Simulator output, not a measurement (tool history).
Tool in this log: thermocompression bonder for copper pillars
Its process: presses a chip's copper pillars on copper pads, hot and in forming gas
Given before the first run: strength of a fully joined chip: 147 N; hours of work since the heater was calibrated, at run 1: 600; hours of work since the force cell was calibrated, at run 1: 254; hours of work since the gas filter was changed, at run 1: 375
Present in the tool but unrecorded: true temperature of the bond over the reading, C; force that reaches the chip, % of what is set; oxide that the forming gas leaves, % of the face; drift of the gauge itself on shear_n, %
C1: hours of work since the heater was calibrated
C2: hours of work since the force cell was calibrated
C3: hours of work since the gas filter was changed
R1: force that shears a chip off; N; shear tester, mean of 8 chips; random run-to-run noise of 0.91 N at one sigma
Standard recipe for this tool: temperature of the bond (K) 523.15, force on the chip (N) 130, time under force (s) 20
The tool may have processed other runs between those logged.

run 1 hour=0.0 | temperature_of_the_bond_(K)=523.15 force_on_the_chip_(N)=130 time_under_force_(s)=20 | C1=600 C2=254 C3=375 | R1=79.0
run 2 hour=11.7 | temperature_of_the_bond_(K)=523.15 force_on_the_chip_(N)=130 time_under_force_(s)=20 | C1=607 C2=260 C3=382 | R1=80.9
run 3 hour=18.1 | temperature_of_the_bond_(K)=523.15 force_on_the_chip_(N)=130 time_under_force_(s)=28 | C1=610 C2=264 C3=386 | R1=90.0
run 4 hour=23.0 | temperature_of_the_bond_(K)=523.15 force_on_the_chip_(N)=130 time_under_force_(s)=28 | C1=613 C2=267 C3=389 | R1=87.2
run 5 hour=33.6 | temperature_of_the_bond_(K)=523.15 force_on_the_chip_(N)=130 time_under_force_(s)=28 | C1=619 C2=273 C3=395 | R1=86.4
run 6 hour=40.1 | temperature_of_the_bond_(K)=523.15 force_on_the_chip_(N)=130 time_under_force_(s)=17 | C1=623 C2=277 C3=399 | R1=76.4
-- hour=45.7 forming gas filter changed
run 7 hour=50.3 | temperature_of_the_bond_(K)=523.15 force_on_the_chip_(N)=129 time_under_force_(s)=20 | C1=629 C2=283 C3=3 | R1=83.9
run 8 hour=62.3 | temperature_of_the_bond_(K)=523.15 force_on_the_chip_(N)=129 time_under_force_(s)=20 | C1=636 C2=290 C3=10 | R1=83.9
run 9 hour=73.2 | temperature_of_the_bond_(K)=515.15 force_on_the_chip_(N)=129 time_under_force_(s)=20 | C1=642 C2=296 C3=16 | R1=74.5
run 10 hour=82.2 | temperature_of_the_bond_(K)=523.15 force_on_the_chip_(N)=130 time_under_force_(s)=20 | C1=647 C2=301 C3=21 | R1=84.7
run 11 hour=93.4 | temperature_of_the_bond_(K)=523.15 force_on_the_chip_(N)=130 time_under_force_(s)=20 | C1=654 C2=308 C3=28 | R1=84.1
run 12 hour=105.2 | temperature_of_the_bond_(K)=523.15 force_on_the_chip_(N)=130 time_under_force_(s)=20 | C1=661 C2=314 C3=35 | R1=83.9
run 13 hour=114.6 | temperature_of_the_bond_(K)=523.15 force_on_the_chip_(N)=160 time_under_force_(s)=20 | C1=666 C2=320 C3=40 | R1=98.7
run 14 hour=126.3 | temperature_of_the_bond_(K)=505.15 force_on_the_chip_(N)=130 time_under_force_(s)=20 | C1=673 C2=327 C3=47 | R1=65.7

Estimate the outcome of run 15 from the log above:
run 15 hour=132.4 | temperature_of_the_bond_(K)=505.15 force_on_the_chip_(N)=130 time_under_force_(s)=20 | C1=676 C2=330 C3=50 | R1=?

{"run 15": {"R1": 64.4}}
With the hidden condition absent and the run-to-run variation left alone, this run would have shown R1 57.7 N.
